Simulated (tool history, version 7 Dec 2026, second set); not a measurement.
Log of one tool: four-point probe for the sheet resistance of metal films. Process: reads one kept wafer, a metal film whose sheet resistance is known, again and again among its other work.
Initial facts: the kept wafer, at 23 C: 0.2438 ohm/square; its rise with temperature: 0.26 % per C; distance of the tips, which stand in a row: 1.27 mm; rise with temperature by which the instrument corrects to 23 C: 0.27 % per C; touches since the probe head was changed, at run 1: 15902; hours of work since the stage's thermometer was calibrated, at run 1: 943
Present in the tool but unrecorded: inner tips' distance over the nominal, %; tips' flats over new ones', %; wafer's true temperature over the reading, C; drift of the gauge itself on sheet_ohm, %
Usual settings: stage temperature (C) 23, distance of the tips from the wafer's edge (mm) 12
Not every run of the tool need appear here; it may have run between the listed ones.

run	day	stage temperature (C)	distance of the tips from the wafer's edge (mm)	touches since the probe head was changed	hours of work since the stage's thermometer was calibrated	sheet resistance as the instrument gives it (ohm/square)
1	0	23	12	15902	943	0.243758
2	0.629	23	12	16165	953	0.243703
3	1.646	23	13	16589	971	0.243593
4	2.442	32	12	16920	985	0.24331
5	3.362	20	12	17304	1001	0.243813
6	4.758	20	12	17887	1025	0.243801
7	5.725	23	12	18290	1041	0.24371
8	6.883	23	12	18774	1061	0.243643
9	8.271	23	12	19353	1085	0.243665
10	8.988	23	18	19651	1098	0.242904
11	10.304	21	18	20201	1120	0.242932
12	10.975	21	18	20482	1132	0.242815
13	12.067	21	18	20938	1151	0.242873
14	12.8	26	12	21243	1163	0.243458
15	13.792	26	12	21657	1180	0.243392
# day 13.9: stage's thermometer calibrated
16	15.15	23	7	22215	22	0.246388
17	16.304	23	7	22696	41	0.246289
18	17.492	23	7	23192	62	0.246244
19	18.425	23	7	23581	78	0.24615
20	19.717	22	13	24120	100	0.243397
21	20.771	20	24	24560	118	0.242486
# day 21.817: stage's thermometer calibrated, once more
22	22.208	21	69	25152	7	0.242284
23	23.183	23	12	25558	24	0.243645
24	24.388	32	9	26061	44	0.244383
25	25.054	23	21	26339	56	0.242607
26	26.467	23	21	26929	80	0.242642
27	27.288	26	25	27270	94	0.242351
28	28.346	34	44	27712	113	0.241709
29	29.688	23	3	28273	136	0.263206
30	31.05	23	3	28840	159	0.263289
31	32.071	29	5	29267	177	0.249939
32	32.742	19	53	29547	188	0.242258
33	33.542	19	53	29881	202	0.242258
34	34.967	19	52	30475	227	0.242241
35	36.154	19	52	30970	247	0.242326

Branching from run 35: 3 alternative next runs. What would each branch give?
A	37.488	23	3	31526	270	?
B	37.488	23	19	31526	270	?
C	37.488	26	15	31526	270	?

run	sheet resistance as the instrument gives it (ohm/square)
A	0.263144
B	0.242533
C	0.242848
With no hidden state in the tool, these same runs would have given:
run	sheet resistance as the instrument gives it (ohm/square)
A	0.265125
B	0.244373
C	0.24469
